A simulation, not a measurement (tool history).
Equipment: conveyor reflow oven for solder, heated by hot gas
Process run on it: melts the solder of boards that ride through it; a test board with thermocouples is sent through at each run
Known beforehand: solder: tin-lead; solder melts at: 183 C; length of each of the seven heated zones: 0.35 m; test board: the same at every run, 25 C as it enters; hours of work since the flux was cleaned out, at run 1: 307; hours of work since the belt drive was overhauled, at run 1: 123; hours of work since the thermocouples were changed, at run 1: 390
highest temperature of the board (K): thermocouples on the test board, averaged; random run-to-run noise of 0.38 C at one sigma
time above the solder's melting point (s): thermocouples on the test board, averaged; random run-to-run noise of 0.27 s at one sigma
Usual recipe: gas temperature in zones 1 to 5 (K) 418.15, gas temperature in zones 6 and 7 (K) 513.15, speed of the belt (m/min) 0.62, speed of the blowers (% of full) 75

| run | hour | gas temperature in zones 1 to 5 (K) | gas temperature in zones 6 and 7 (K) | speed of the belt (m/min) | speed of the blowers (% of full) | hours of work since the flux was cleaned out | hours of work since the belt drive was overhauled | hours of work since the thermocouples were changed | highest temperature of the board (K) | time above the solder's melting point (s) |
|---|---|---|---|---|---|---|---|---|---|---|
| 1 | 0 | 418.15 | 513.15 | 0.62 | 75 | 307 | 123 | 390 | 494.85 | 55.8 |
| 2 | 7.9 | 418.15 | 513.15 | 0.62 | 75 | 313 | 129 | 396 | 494.15 | 55.6 |
| 3 | 14.8 | 418.15 | 513.15 | 0.725 | 75 | 318 | 134 | 401 | 488.45 | 42.9 |
| 4 | 20.8 | 418.15 | 513.15 | 0.515 | 75 | 322 | 139 | 405 | 499.85 | 70.9 |
| 5 | 30.8 | 418.15 | 513.15 | 0.511 | 75 | 329 | 146 | 412 | 499.75 | 71.8 |
| 6 | 36.7 | 418.15 | 513.15 | 0.646 | 75 | 333 | 150 | 416 | 492.55 | 51.9 |
| 7 | 45.1 | 418.15 | 513.15 | 0.62 | 73 | 340 | 156 | 423 | 493.65 | 54.8 |
| 8 | 50.7 | 418.15 | 513.15 | 0.62 | 75 | 344 | 160 | 427 | 493.75 | 55 |
| 9 | 58.7 | 418.15 | 513.15 | 0.62 | 75 | 349 | 166 | 433 | 493.75 | 55.1 |
| 10 | 70 | 418.15 | 513.15 | 0.616 | 75 | 358 | 174 | 441 | 494.75 | 55.6 |
| 11 | 78.4 | 418.15 | 513.15 | 0.616 | 75 | 364 | 180 | 447 | 494.65 | 55.6 |
|  | 87.1 | flux residue cleaned out of gas plates and filters |
| 12 | 93.8 | 418.15 | 513.15 | 0.62 | 75 | 5 | 188 | 454 | 493.95 | 54.8 |
| 13 | 102.2 | 418.15 | 513.15 | 0.62 | 75 | 11 | 194 | 460 | 494.25 | 55.1 |
| 14 | 107.1 | 418.15 | 525.15 | 0.62 | 75 | 15 | 198 | 464 | 504.15 | 60.5 |
| 15 | 117.4 | 418.15 | 525.15 | 0.62 | 75 | 22 | 205 | 472 | 505.05 | 60.9 |
| 16 | 126.2 | 429.15 | 525.15 | 0.726 | 76 | 28 | 212 | 478 | 501.35 | 53.4 |
| 17 | 136.5 | 417.15 | 526.15 | 0.692 | 76 | 36 | 219 | 485 | 501.25 | 52.5 |
| 18 | 146.1 | 417.15 | 526.15 | 0.692 | 76 | 43 | 226 | 492 | 500.45 | 53.2 |
| 19 | 153.6 | 432.15 | 524.15 | 0.509 | 64 | 48 | 231 | 498 | 511.05 | 83.1 |
| 20 | 160.8 | 405.15 | 505.15 | 0.557 | 55 | 54 | 237 | 503 | 484.95 | 49.2 |
| 21 | 169.5 | 405.15 | 505.15 | 0.557 | 55 | 60 | 243 | 509 | 484.45 | 49 |
| 22 | 174.9 | 405.15 | 502.15 | 0.557 | 61 | 64 | 247 | 513 | 483.45 | 48 |
| 23 | 185.2 | 419.15 | 513.15 | 0.62 | 75 | 71 | 254 | 521 | 494.75 | 55.5 |
| 24 | 191.4 | 419.15 | 505.15 | 0.62 | 64 | 76 | 259 | 525 | 485.75 | 49.4 |
| 25 | 196.8 | 422.15 | 513.15 | 0.573 | 75 | 80 | 263 | 529 | 497.25 | 64 |
| 26 | 206.9 | 422.15 | 513.15 | 0.573 | 75 | 87 | 270 | 537 | 497.35 | 63.6 |
| 27 | 216.6 | 408.15 | 513.15 | 0.62 | 79 | 94 | 277 | 544 | 492.55 | 51.1 |
| 28 | 224.2 | 416.15 | 513.15 | 0.509 | 53 | 100 | 283 | 549 | 496.75 | 67.6 |
| 29 | 230.8 | 432.15 | 513.15 | 0.722 | 53 | 104 | 288 | 554 | 487.75 | 46.5 |
| 30 | 237.3 | 418.15 | 513.15 | 0.577 | 71 | 109 | 292 | 559 | 495.75 | 61 |

Predict each of these 5 candidate next runs independently; none follows another, all start after run 30:
| A | 243.5 | 412.15 | 502.15 | 0.62 | 51 | 114 | 297 | 563 | ? | ? |
| B | 243.5 | 404.15 | 513.15 | 0.577 | 71 | 114 | 297 | 563 | ? | ? |
| C | 243.5 | 427.15 | 507.15 | 0.618 | 71 | 114 | 297 | 563 | ? | ? |
| D | 243.5 | 418.15 | 503.15 | 0.544 | 56 | 114 | 297 | 563 | ? | ? |
| E | 243.5 | 418.15 | 523.15 | 0.577 | 86 | 114 | 297 | 563 | ? | ? |

| run | highest temperature of the board (K) | time above the solder's melting point (s) |
|---|---|---|
| A | 478.65 | 39.4 |
| B | 493.25 | 54.5 |
| C | 490.15 | 56.5 |
| D | 486.75 | 56.9 |
| E | 507.25 | 66.5 |
Stripped of hidden state, with their random variation kept, the same runs would have yielded:
| run | highest temperature of the board (K) | time above the solder's melting point (s) |
|---|---|---|
| A | 478.75 | 39.5 |
| B | 493.35 | 54.6 |
| C | 490.25 | 56.5 |
| D | 486.85 | 57 |
| E | 507.35 | 66.5 |

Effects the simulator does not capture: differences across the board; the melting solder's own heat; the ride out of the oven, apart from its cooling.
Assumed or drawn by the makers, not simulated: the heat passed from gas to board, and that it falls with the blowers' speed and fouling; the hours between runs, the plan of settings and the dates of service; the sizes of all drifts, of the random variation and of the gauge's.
